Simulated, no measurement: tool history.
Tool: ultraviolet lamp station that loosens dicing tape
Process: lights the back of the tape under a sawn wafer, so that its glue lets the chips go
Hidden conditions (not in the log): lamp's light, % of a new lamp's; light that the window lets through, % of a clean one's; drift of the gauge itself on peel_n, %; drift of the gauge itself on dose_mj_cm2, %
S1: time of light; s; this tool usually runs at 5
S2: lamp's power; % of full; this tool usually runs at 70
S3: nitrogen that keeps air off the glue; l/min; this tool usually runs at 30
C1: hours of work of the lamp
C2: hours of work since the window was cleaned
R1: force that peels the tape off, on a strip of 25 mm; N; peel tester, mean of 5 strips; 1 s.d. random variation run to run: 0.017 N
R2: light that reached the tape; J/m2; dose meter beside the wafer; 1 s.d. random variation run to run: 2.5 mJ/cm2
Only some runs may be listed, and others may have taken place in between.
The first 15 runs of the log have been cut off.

Run 16, hour 304.4: usual settings but S1 3 s; C1 607; C2 542. Result: R1 2.445 N, R2 1330 J/m2.
At hour 308.6: window cleaned of glue's vapour.
Run 17, hour 331.8: usual settings but S1 6 s; C1 622; C2 13. Result: R1 0.760 N, R2 3040 J/m2.
Run 18, hour 355.4: usual settings but S1 6 s; C1 636; C2 27. Result: R1 0.753 N, R2 2980 J/m2.
Run 19, hour 384.8: usual settings but S1 6 s; C1 653; C2 44. Result: R1 0.785 N, R2 3000 J/m2.
Run 20, hour 397.6: usual settings; C1 661; C2 52. Result: R1 1.093 N, R2 2430 J/m2.
Run 21, hour 411.6: usual settings; C1 669; C2 60. Result: R1 1.087 N, R2 2460 J/m2.
Run 22, hour 435.5: usual settings; C1 683; C2 74. Result: R1 1.135 N, R2 2490 J/m2.
Run 23, hour 460.2: usual settings; C1 697; C2 88. Result: R1 1.083 N, R2 2430 J/m2.
Run 24, hour 484.4: usual settings; C1 711; C2 102. Result: R1 1.133 N, R2 2400 J/m2.
Run 25, hour 511.3: usual settings; C1 726; C2 117. Result: R1 1.151 N, R2 2400 J/m2.
Run 26, hour 528.2: usual settings; C1 736; C2 127. Result: R1 1.196 N, R2 2400 J/m2.
Run 27, hour 544.5: usual settings but S1 2 s, S2 88 % of full, S3 36 l/min; C1 746; C2 137. Result: R1 2.555 N, R2 1200 J/m2.
Run 28, hour 574.3: usual settings but S1 2 s, S2 88 % of full, S3 36 l/min; C1 763; C2 154. Result: R1 2.662 N, R2 1220 J/m2.
Run 29, hour 591.5: usual settings but S1 4 s, S2 93 % of full; C1 773; C2 164. Result: R1 1.091 N, R2 2460 J/m2.
Run 30, hour 605.7: usual settings but S3 10 l/min; C1 781; C2 172. Result: R1 2.095 N, R2 2370 J/m2.
Run 31, hour 621.0: usual settings but S3 10 l/min; C1 790; C2 181. Result: R1 2.004 N, R2 2320 J/m2.
Run 32, hour 643.0: usual settings but S1 3 s, S2 97 % of full; C1 803; C2 194. Result: R1 1.641 N, R2 1940 J/m2.
Run 33, hour 670.1: usual settings but S2 67 % of full; C1 819; C2 210. Result: R1 1.310 N, R2 2240 J/m2.
Run 34, hour 683.7: usual settings but S2 91 % of full, S3 16 l/min; C1 826; C2 217. Result: R1 1.155 N, R2 2980 J/m2.
Run 35, hour 697.8: usual settings but S2 91 % of full, S3 16 l/min; C1 835; C2 226. Result: R1 1.169 N, R2 2940 J/m2.
Run 36, hour 723.7: usual settings but S2 97 % of full, S3 56 l/min; C1 850; C2 241. Result: R1 0.471 N, R2 3140 J/m2.
Run 37, hour 750.6: usual settings but S1 10 s, S2 73 % of full, S3 39 l/min; C1 865; C2 256. Result: R1 0.310 N, R2 4700 J/m2.
Run 38, hour 773.4: usual settings but S1 10 s, S2 73 % of full, S3 39 l/min; C1 878; C2 269. Result: R1 0.288 N, R2 4670 J/m2.

What does the tool deliver on the next run?
Run 39, hour 795.7: usual settings but S2 82 % of full; C1 891; C2 282. Result: R1 ?, R2 ?.

Run 39 measured R1 1.011 N, R2 2640 J/m2.
If the tool had no hidden condition, the same run with the same run-to-run variation would have returned R1 0.590 N, R2 3520 J/m2.
